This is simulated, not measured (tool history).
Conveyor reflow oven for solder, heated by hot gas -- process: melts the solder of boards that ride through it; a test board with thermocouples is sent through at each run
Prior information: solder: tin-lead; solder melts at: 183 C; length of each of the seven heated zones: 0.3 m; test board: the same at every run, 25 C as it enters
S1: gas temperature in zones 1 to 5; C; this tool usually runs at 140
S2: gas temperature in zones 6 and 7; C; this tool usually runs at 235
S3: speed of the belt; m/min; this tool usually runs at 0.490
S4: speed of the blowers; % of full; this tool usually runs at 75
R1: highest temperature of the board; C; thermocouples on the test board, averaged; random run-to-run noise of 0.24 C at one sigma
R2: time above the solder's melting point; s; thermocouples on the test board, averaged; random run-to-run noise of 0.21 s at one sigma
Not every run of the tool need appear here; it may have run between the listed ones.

run 1 hour=0.0 | S1=140 S2=235 S3=0.490 S4=75 | R1=213.0 R2=51.2
run 2 hour=62.2 | S1=140 S2=235 S3=0.490 S4=75 | R1=213.2 R2=51.0
-- hour=109.7 flux residue cleaned out of gas plates and filters
run 3 hour=138.5 | S1=140 S2=235 S3=0.490 S4=75 | R1=214.1 R2=53.0
run 4 hour=196.0 | S1=140 S2=235 S3=0.490 S4=75 | R1=214.8 R2=53.0
run 5 hour=271.8 | S1=140 S2=235 S3=0.490 S4=75 | R1=214.1 R2=52.3
run 6 hour=327.3 | S1=140 S2=235 S3=0.490 S4=75 | R1=214.1 R2=52.2
run 7 hour=413.1 | S1=140 S2=245 S3=0.490 S4=75 | R1=221.6 R2=58.2
run 8 hour=457.9 | S1=140 S2=235 S3=0.394 S4=75 | R1=220.5 R2=72.8
-- hour=502.6 flux residue cleaned out of gas plates and filters
run 9 hour=508.1 | S1=140 S2=235 S3=0.394 S4=75 | R1=221.2 R2=73.8
run 10 hour=567.7 | S1=126 S2=235 S3=0.490 S4=75 | R1=211.5 R2=46.2
run 11 hour=631.1 | S1=126 S2=235 S3=0.490 S4=75 | R1=211.6 R2=45.5
run 12 hour=718.5 | S1=140 S2=247 S3=0.490 S4=75 | R1=222.9 R2=59.7
run 13 hour=781.5 | S1=140 S2=245 S3=0.490 S4=75 | R1=221.7 R2=58.5
run 14 hour=880.7 | S1=140 S2=245 S3=0.538 S4=75 | R1=217.5 R2=50.1
-- hour=895.3 flux residue cleaned out of gas plates and filters
run 15 hour=943.0 | S1=140 S2=245 S3=0.538 S4=75 | R1=218.8 R2=51.2
run 16 hour=1019.3 | S1=133 S2=235 S3=0.441 S4=63 | R1=213.6 R2=56.4
run 17 hour=1075.6 | S1=140 S2=235 S3=0.401 S4=52 | R1=215.1 R2=66.5
run 18 hour=1170.6 | S1=140 S2=235 S3=0.401 S4=52 | R1=215.1 R2=65.7
run 19 hour=1250.3 | S1=140 S2=242 S3=0.434 S4=52 | R1=217.4 R2=62.8
-- hour=1287.6 flux residue cleaned out of gas plates and filters
run 20 hour=1340.0 | S1=140 S2=242 S3=0.434 S4=52 | R1=218.6 R2=64.5
-- hour=1378.0 belt drive overhauled, speed set with a stopwatch
run 21 hour=1408.0 | S1=140 S2=235 S3=0.450 S4=75 | R1=216.3 R2=59.5
run 22 hour=1510.9 | S1=140 S2=235 S3=0.450 S4=75 | R1=215.3 R2=59.1
-- hour=1526.0 thermocouples of zones 6 and 7 changed
run 23 hour=1602.8 | S1=140 S2=235 S3=0.450 S4=88 | R1=219.2 R2=62.1
run 24 hour=1665.7 | S1=131 S2=235 S3=0.443 S4=88 | R1=217.9 R2=59.0
-- hour=1687.4 flux residue cleaned out of gas plates and filters
run 25 hour=1770.5 | S1=130 S2=247 S3=0.479 S4=88 | R1=226.1 R2=60.0
run 26 hour=1860.5 | S1=150 S2=239 S3=0.490 S4=59 | R1=215.8 R2=57.4
run 27 hour=1903.8 | S1=150 S2=239 S3=0.490 S4=59 | R1=216.1 R2=57.6
run 28 hour=1995.0 | S1=150 S2=239 S3=0.490 S4=59 | R1=215.4 R2=57.1

Expected results for the next run?
run 29 hour=2061.4 | S1=150 S2=239 S3=0.490 S4=59 | R1=? R2=?

{"run 29": {"R1": 215.1, "R2": 56.5}}
If the tool had no hidden condition, the same run with the same run-to-run variation would have returned R1 216.4 C, R2 57.3 s.
